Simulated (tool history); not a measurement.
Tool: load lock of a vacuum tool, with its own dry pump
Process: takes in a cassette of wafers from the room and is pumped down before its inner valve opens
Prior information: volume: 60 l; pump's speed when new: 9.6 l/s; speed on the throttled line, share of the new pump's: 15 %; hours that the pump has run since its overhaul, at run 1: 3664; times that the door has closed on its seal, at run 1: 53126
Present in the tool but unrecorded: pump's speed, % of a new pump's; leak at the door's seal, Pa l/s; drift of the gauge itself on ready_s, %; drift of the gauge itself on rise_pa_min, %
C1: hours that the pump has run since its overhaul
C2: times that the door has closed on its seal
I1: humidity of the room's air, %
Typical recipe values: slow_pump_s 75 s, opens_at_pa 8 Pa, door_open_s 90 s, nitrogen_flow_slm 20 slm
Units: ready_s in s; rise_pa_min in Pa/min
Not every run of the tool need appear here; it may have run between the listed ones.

Run 1, hour 0.0: usual settings; C1 3664; C2 53126; I1 49.6. Result: ready_s 125.4 s, rise_pa_min 0.325 Pa/min.
Run 2, hour 122.2: usual settings but opens_at_pa 6 Pa; C1 3786; C2 53673; I1 42.4. Result: ready_s 129.6 s, rise_pa_min 0.325 Pa/min.
Run 3, hour 252.3: usual settings but opens_at_pa 6 Pa; C1 3916; C2 54256; I1 49.0. Result: ready_s 128.7 s, rise_pa_min 0.338 Pa/min.
Run 4, hour 345.3: usual settings; C1 4009; C2 54672; I1 46.3. Result: ready_s 126.8 s, rise_pa_min 0.335 Pa/min.
At hour 365.9: door's seal changed, seat wiped.
Run 5, hour 440.6: usual settings; C1 4103; C2 334; I1 46.0. Result: ready_s 126.9 s, rise_pa_min 0.023 Pa/min.
Run 6, hour 553.3: usual settings; C1 4215; C2 839; I1 45.8. Result: ready_s 127.4 s, rise_pa_min 0.025 Pa/min.
Run 7, hour 632.2: usual settings; C1 4294; C2 1193; I1 45.8. Result: ready_s 125.9 s, rise_pa_min 0.027 Pa/min.
Run 8, hour 712.1: usual settings; C1 4374; C2 1550; I1 47.4. Result: ready_s 127.6 s, rise_pa_min 0.027 Pa/min.
Run 9, hour 846.2: usual settings but slow_pump_s 66 s; C1 4508; C2 2151; I1 43.5. Result: ready_s 118.1 s, rise_pa_min 0.033 Pa/min.
Run 10, hour 911.6: usual settings but nitrogen_flow_slm 19 slm; C1 4574; C2 2444; I1 44.9. Result: ready_s 127.1 s, rise_pa_min 0.033 Pa/min.
Run 11, hour 1035.6: usual settings but nitrogen_flow_slm 19 slm; C1 4698; C2 2999; I1 46.4. Result: ready_s 126.4 s, rise_pa_min 0.031 Pa/min.
Run 12, hour 1156.2: usual settings but nitrogen_flow_slm 19 slm; C1 4818; C2 3539; I1 46.8. Result: ready_s 127.2 s, rise_pa_min 0.033 Pa/min.
Run 13, hour 1286.8: usual settings but nitrogen_flow_slm 19 slm; C1 4949; C2 4124; I1 44.6. Result: ready_s 127.7 s, rise_pa_min 0.039 Pa/min.
Run 14, hour 1356.5: usual settings but nitrogen_flow_slm 19 slm; C1 5019; C2 4436; I1 43.9. Result: ready_s 126.8 s, rise_pa_min 0.031 Pa/min.
Run 15, hour 1473.7: usual settings but slow_pump_s 111 s, nitrogen_flow_slm 19 slm; C1 5136; C2 4961; I1 45.3. Result: ready_s 158.1 s, rise_pa_min 0.035 Pa/min.
Run 16, hour 1568.5: usual settings but opens_at_pa 9 Pa; C1 5231; C2 5385; I1 44.4. Result: ready_s 126.7 s, rise_pa_min 0.041 Pa/min.
Run 17, hour 1639.5: usual settings; C1 5302; C2 5703; I1 43.7. Result: ready_s 128.9 s, rise_pa_min 0.037 Pa/min.
Run 18, hour 1758.8: usual settings; C1 5421; C2 6238; I1 45.7. Result: ready_s 126.5 s, rise_pa_min 0.042 Pa/min.
Run 19, hour 1871.9: usual settings; C1 5534; C2 6744; I1 43.5. Result: ready_s 127.4 s, rise_pa_min 0.036 Pa/min.
Run 20, hour 2006.7: usual settings; C1 5669; C2 7347; I1 42.2. Result: ready_s 127.4 s, rise_pa_min 0.044 Pa/min.
Run 21, hour 2113.4: usual settings but opens_at_pa 6 Pa, nitrogen_flow_slm 35 slm; C1 5775; C2 7826; I1 46.8. Result: ready_s 129.5 s, rise_pa_min 0.033 Pa/min.
Run 22, hour 2264.9: usual settings but opens_at_pa 6 Pa, nitrogen_flow_slm 35 slm; C1 5927; C2 8504; I1 44.3. Result: ready_s 129.3 s, rise_pa_min 0.034 Pa/min.
Run 23, hour 2357.8: usual settings but opens_at_pa 6 Pa, nitrogen_flow_slm 35 slm; C1 6020; C2 8920; I1 42.8. Result: ready_s 130.2 s, rise_pa_min 0.035 Pa/min.
Run 24, hour 2488.5: usual settings but opens_at_pa 6 Pa, nitrogen_flow_slm 35 slm; C1 6151; C2 9505; I1 45.2. Result: ready_s 130.1 s, rise_pa_min 0.042 Pa/min.
Run 25, hour 2627.7: usual settings but opens_at_pa 15 Pa, door_open_s 84 s, nitrogen_flow_slm 36 slm; C1 6290; C2 10128; I1 45.0. Result: ready_s 123.2 s, rise_pa_min 0.035 Pa/min.
Run 26, hour 2699.9: usual settings but slow_pump_s 61 s, door_open_s 47 s; C1 6362; C2 10452; I1 42.1. Result: ready_s 115.7 s, rise_pa_min 0.049 Pa/min.
Run 27, hour 2823.6: usual settings but slow_pump_s 46 s, opens_at_pa 13 Pa, door_open_s 75 s, nitrogen_flow_slm 7 slm; C1 6486; C2 11006; I1 43.2. Result: ready_s 100.6 s, rise_pa_min 0.067 Pa/min.
Run 28, hour 2938.9: usual settings but slow_pump_s 46 s, opens_at_pa 13 Pa, door_open_s 75 s, nitrogen_flow_slm 7 slm; C1 6601; C2 11522; I1 45.3. Result: ready_s 101.6 s, rise_pa_min 0.076 Pa/min.
Run 29, hour 3065.9: usual settings but slow_pump_s 64 s, opens_at_pa 15 Pa, door_open_s 37 s, nitrogen_flow_slm 17 slm; C1 6728; C2 12091; I1 43.3. Result: ready_s 114.5 s, rise_pa_min 0.050 Pa/min.
Run 30, hour 3168.4: usual settings but slow_pump_s 40 s; C1 6830; C2 12550; I1 45.1. Result: ready_s 98.8 s, rise_pa_min 0.054 Pa/min.
Run 31, hour 3260.8: usual settings but slow_pump_s 41 s, opens_at_pa 7 Pa, door_open_s 175 s, nitrogen_flow_slm 7 slm; C1 6923; C2 12964; I1 45.9. Result: ready_s 100.5 s, rise_pa_min 0.100 Pa/min.
Run 32, hour 3324.2: usual settings but slow_pump_s 41 s, opens_at_pa 7 Pa, door_open_s 175 s, nitrogen_flow_slm 7 slm; C1 6986; C2 13248; I1 45.6. Result: ready_s 102.1 s, rise_pa_min 0.100 Pa/min.
Run 33, hour 3400.9: usual settings but slow_pump_s 125 s, door_open_s 25 s; C1 7063; C2 13591; I1 42.8. Result: ready_s 170.2 s, rise_pa_min 0.049 Pa/min.
Run 34, hour 3539.1: usual settings but slow_pump_s 125 s, opens_at_pa 14 Pa, door_open_s 35 s; C1 7201; C2 14210; I1 43.8. Result: ready_s 165.8 s, rise_pa_min 0.062 Pa/min.
Run 35, hour 3687.2: usual settings but slow_pump_s 119 s, nitrogen_flow_slm 5 slm; C1 7349; C2 14873; I1 45.5. Result: ready_s 164.1 s, rise_pa_min 0.094 Pa/min.
Run 36, hour 3818.3: usual settings but opens_at_pa 11 Pa, door_open_s 30 s, nitrogen_flow_slm 7 slm; C1 7480; C2 15460; I1 43.6. Result: ready_s 126.4 s, rise_pa_min 0.069 Pa/min.
Run 37, hour 3959.3: usual settings but nitrogen_flow_slm 14 slm; C1 7621; C2 16092; I1 47.6. Result: ready_s 128.9 s, rise_pa_min 0.079 Pa/min.
Run 38, hour 4103.4: usual settings but slow_pump_s 55 s, opens_at_pa 12 Pa, nitrogen_flow_slm 15 slm; C1 7765; C2 16737; I1 42.9. Result: ready_s 110.5 s, rise_pa_min 0.079 Pa/min.

Predict each of these 3 candidate next runs independently; none follows another, all start after run 38:
Run A, hour 4170.8: usual settings but slow_pump_s 113 s; C1 7833; C2 17039; I1 45.5. Result: ready_s ?, rise_pa_min ?.
Run B, hour 4170.8: usual settings but slow_pump_s 94 s, opens_at_pa 12 Pa, door_open_s 37 s, nitrogen_flow_slm 15 slm; C1 7833; C2 17039; I1 47.3. Result: ready_s ?, rise_pa_min ?.
Run C, hour 4170.8: usual settings but slow_pump_s 53 s, door_open_s 87 s; C1 7833; C2 17039; I1 43.1. Result: ready_s ?, rise_pa_min ?.

run  ready_s  rise_pa_min
  A    162.5        0.075
  B    143.9        0.069
  C    111.7        0.071
Had the tool no hidden state, the same runs would have come out as:
run  ready_s  rise_pa_min
  A    156.8        0.027
  B    138.1        0.020
  C    104.6        0.023

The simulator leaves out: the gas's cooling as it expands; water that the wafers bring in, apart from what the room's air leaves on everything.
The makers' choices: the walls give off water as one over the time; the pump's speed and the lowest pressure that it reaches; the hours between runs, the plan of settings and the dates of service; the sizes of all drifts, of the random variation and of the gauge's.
